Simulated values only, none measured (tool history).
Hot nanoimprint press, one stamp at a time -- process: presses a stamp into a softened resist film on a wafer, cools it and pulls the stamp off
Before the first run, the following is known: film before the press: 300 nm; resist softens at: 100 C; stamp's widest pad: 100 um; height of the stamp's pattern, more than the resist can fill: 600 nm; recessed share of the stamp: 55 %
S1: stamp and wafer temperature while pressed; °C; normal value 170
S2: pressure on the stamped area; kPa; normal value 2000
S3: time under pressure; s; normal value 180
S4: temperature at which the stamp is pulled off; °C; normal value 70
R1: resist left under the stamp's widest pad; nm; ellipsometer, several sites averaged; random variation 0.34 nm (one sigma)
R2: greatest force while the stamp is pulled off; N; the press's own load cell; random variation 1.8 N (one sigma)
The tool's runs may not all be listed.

Run 1, hour 0.0: usual settings. Result: R1 108.7 nm, R2 232 N.
Run 2, hour 35.4: usual settings. Result: R1 108.2 nm, R2 233 N.
Run 3, hour 69.2: usual settings but S2 1230 kPa. Result: R1 138.5 nm, R2 235 N.
Run 4, hour 101.4: usual settings but S3 90 s. Result: R1 140.7 nm, R2 242 N.
Run 5, hour 141.1: usual settings. Result: R1 109.2 nm, R2 242 N.
Run 6, hour 161.4: usual settings. Result: R1 109.0 nm, R2 242 N.
Run 7, hour 183.8: usual settings. Result: R1 109.7 nm, R2 246 N.
At hour 209.5: stamp cleaned and given a new release coat.
Run 8, hour 210.8: usual settings. Result: R1 109.2 nm, R2 226 N.
Run 9, hour 242.2: usual settings but S2 1530 kPa. Result: R1 124.9 nm, R2 232 N.
Run 10, hour 276.1: usual settings but S2 1530 kPa. Result: R1 124.7 nm, R2 237 N.
Run 11, hour 294.5: usual settings. Result: R1 109.8 nm, R2 234 N.
Run 12, hour 314.3: usual settings but S4 72 °C. Result: R1 108.9 nm, R2 224 N.
Run 13, hour 342.0: usual settings but S4 68 °C. Result: R1 109.4 nm, R2 248 N.
Run 14, hour 361.6: usual settings but S2 1820 kPa, S4 59 °C. Result: R1 114.8 nm, R2 298 N.
Run 15, hour 400.6: usual settings but S1 177 °C, S2 1820 kPa, S3 148 s, S4 78 °C. Result: R1 102.2 nm, R2 196 N.
Run 16, hour 434.8: usual settings but S1 177 °C, S2 1820 kPa, S3 148 s, S4 78 °C. Result: R1 102.1 nm, R2 201 N.
Run 17, hour 475.5: usual settings but S1 177 °C, S2 1890 kPa, S3 221 s, S4 78 °C. Result: R1 86.2 nm, R2 199 N.
At hour 500.9: plate thermocouple calibrated.
At hour 512.2: stamp cleaned and given a new release coat.
Run 18, hour 512.2: usual settings but S1 177 °C, S2 2460 kPa, S3 199 s, S4 78 °C. Result: R1 75.0 nm, R2 180 N.
Run 19, hour 534.6: usual settings but S2 1950 kPa, S3 294 s, S4 77 °C. Result: R1 89.0 nm, R2 188 N.
Run 20, hour 571.9: usual settings but S1 178 °C, S2 3170 kPa, S3 250 s, S4 77 °C. Result: R1 58.1 nm, R2 190 N.
Run 21, hour 599.3: usual settings but S1 171 °C, S2 1310 kPa, S4 77 °C. Result: R1 128.6 nm, R2 191 N.
Run 22, hour 620.9: usual settings but S1 164 °C, S2 1610 kPa, S3 248 s, S4 73 °C. Result: R1 126.8 nm, R2 216 N.
Run 23, hour 644.4: usual settings but S2 2850 kPa. Result: R1 89.0 nm, R2 234 N.
Run 24, hour 681.1: usual settings but S1 175 °C, S2 1710 kPa, S3 251 s, S4 76 °C. Result: R1 88.0 nm, R2 202 N.
Run 25, hour 720.4: usual settings but S1 175 °C, S2 1710 kPa, S3 251 s, S4 76 °C. Result: R1 88.6 nm, R2 200 N.
Run 26, hour 761.1: usual settings but S1 180 °C, S2 1890 kPa, S3 144 s. Result: R1 92.0 nm, R2 239 N.

Below are 4 alternative next runs, each starting from the tool's condition after run 26. Predict each:
Run A, hour 791.2: usual settings but S1 180 °C, S2 2240 kPa, S3 144 s. Result: R1 ?, R2 ?.
Run B, hour 791.2: usual settings but S2 1660 kPa, S4 59 °C. Result: R1 ?, R2 ?.
Run C, hour 791.2: usual settings but S1 164 °C, S2 1890 kPa, S3 144 s. Result: R1 ?, R2 ?.
Run D, hour 791.2: usual settings but S1 159 °C, S2 1390 kPa, S4 71 °C. Result: R1 ?, R2 ?.

run     R1   R2
  A   84.0  244
  B  118.2  305
  C  143.2  243
  D  176.0  234
Without the tool's unlogged condition, the same runs would have read:
run     R1   R2
  A   82.3  226
  B  116.2  282
  C  140.7  225
  D  173.6  216

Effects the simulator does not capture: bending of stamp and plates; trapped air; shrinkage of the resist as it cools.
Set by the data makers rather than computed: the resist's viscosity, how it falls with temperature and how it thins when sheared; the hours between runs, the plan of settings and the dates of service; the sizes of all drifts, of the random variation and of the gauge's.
